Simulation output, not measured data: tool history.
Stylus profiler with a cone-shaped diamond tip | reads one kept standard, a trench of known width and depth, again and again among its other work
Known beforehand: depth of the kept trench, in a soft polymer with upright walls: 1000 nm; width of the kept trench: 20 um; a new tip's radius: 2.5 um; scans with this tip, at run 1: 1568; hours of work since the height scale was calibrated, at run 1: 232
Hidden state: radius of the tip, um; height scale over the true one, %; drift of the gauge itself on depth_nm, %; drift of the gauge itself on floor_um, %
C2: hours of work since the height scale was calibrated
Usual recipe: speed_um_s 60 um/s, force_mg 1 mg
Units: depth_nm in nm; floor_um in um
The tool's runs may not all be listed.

{"run": 1, "hour": 0.0, "speed_um_s": 60, "force_mg": 1, "scans with this tip": 1568, "C2": 232, "depth_nm": 1004.92, "floor_um": 15.51}
{"run": 2, "hour": 29.8, "speed_um_s": 60, "force_mg": 1, "scans with this tip": 1702, "C2": 251, "depth_nm": 1004.9, "floor_um": 15.49}
{"run": 3, "hour": 55.4, "speed_um_s": 60, "force_mg": 1, "scans with this tip": 1817, "C2": 268, "depth_nm": 1005.16, "floor_um": 15.49}
{"run": 4, "hour": 72.4, "speed_um_s": 60, "force_mg": 1, "scans with this tip": 1893, "C2": 280, "depth_nm": 1004.99, "floor_um": 15.42}
{"run": 5, "hour": 106.5, "speed_um_s": 60, "force_mg": 1, "scans with this tip": 2046, "C2": 302, "depth_nm": 1005.05, "floor_um": 15.37}
{"run": 6, "hour": 122.8, "speed_um_s": 118, "force_mg": 1, "scans with this tip": 2119, "C2": 313, "depth_nm": 1005.24, "floor_um": 15.19}
{"run": 7, "hour": 156.1, "speed_um_s": 51, "force_mg": 0.6, "scans with this tip": 2269, "C2": 335, "depth_nm": 1003.78, "floor_um": 15.35}
{"run": 8, "hour": 171.8, "speed_um_s": 60, "force_mg": 0.77, "scans with this tip": 2340, "C2": 345, "depth_nm": 1004.4, "floor_um": 15.38}
{"run": 9, "hour": 202.8, "speed_um_s": 90, "force_mg": 2.33, "scans with this tip": 2479, "C2": 366, "depth_nm": 1008.72, "floor_um": 15.4}
{"run": 10, "hour": 228.6, "speed_um_s": 90, "force_mg": 2.33, "scans with this tip": 2594, "C2": 383, "depth_nm": 1009.01, "floor_um": 15.39}
{"run": 11, "hour": 259.5, "speed_um_s": 90, "force_mg": 2.33, "scans with this tip": 2733, "C2": 403, "depth_nm": 1009.1, "floor_um": 15.3}
{"run": 12, "hour": 292.4, "speed_um_s": 141, "force_mg": 2.21, "scans with this tip": 2881, "C2": 425, "depth_nm": 1008.41, "floor_um": 15.19}

Predict each of these 3 candidate next runs independently; none follows another, all start after run 12:
{"run": "A", "hour": 318.5, "speed_um_s": 60, "force_mg": 0.66, "scans with this tip": 2998, "C2": 443, "depth_nm": "?", "floor_um": "?"}
{"run": "B", "hour": 318.5, "speed_um_s": 26, "force_mg": 0.55, "scans with this tip": 2998, "C2": 443, "depth_nm": "?", "floor_um": "?"}
{"run": "C", "hour": 318.5, "speed_um_s": 207, "force_mg": 0.54, "scans with this tip": 2998, "C2": 443, "depth_nm": "?", "floor_um": "?"}

run=A depth_nm=1004.28 floor_um=15.22
run=B depth_nm=1003.95 floor_um=15.36
run=C depth_nm=1004.06 floor_um=14.47
The same runs, with their run-to-run variation unchanged, on a tool lacking any hidden condition would have given:
run=A depth_nm=1003.49 floor_um=15.68
run=B depth_nm=1003.15 floor_um=15.83
run=C depth_nm=1003.27 floor_um=14.94

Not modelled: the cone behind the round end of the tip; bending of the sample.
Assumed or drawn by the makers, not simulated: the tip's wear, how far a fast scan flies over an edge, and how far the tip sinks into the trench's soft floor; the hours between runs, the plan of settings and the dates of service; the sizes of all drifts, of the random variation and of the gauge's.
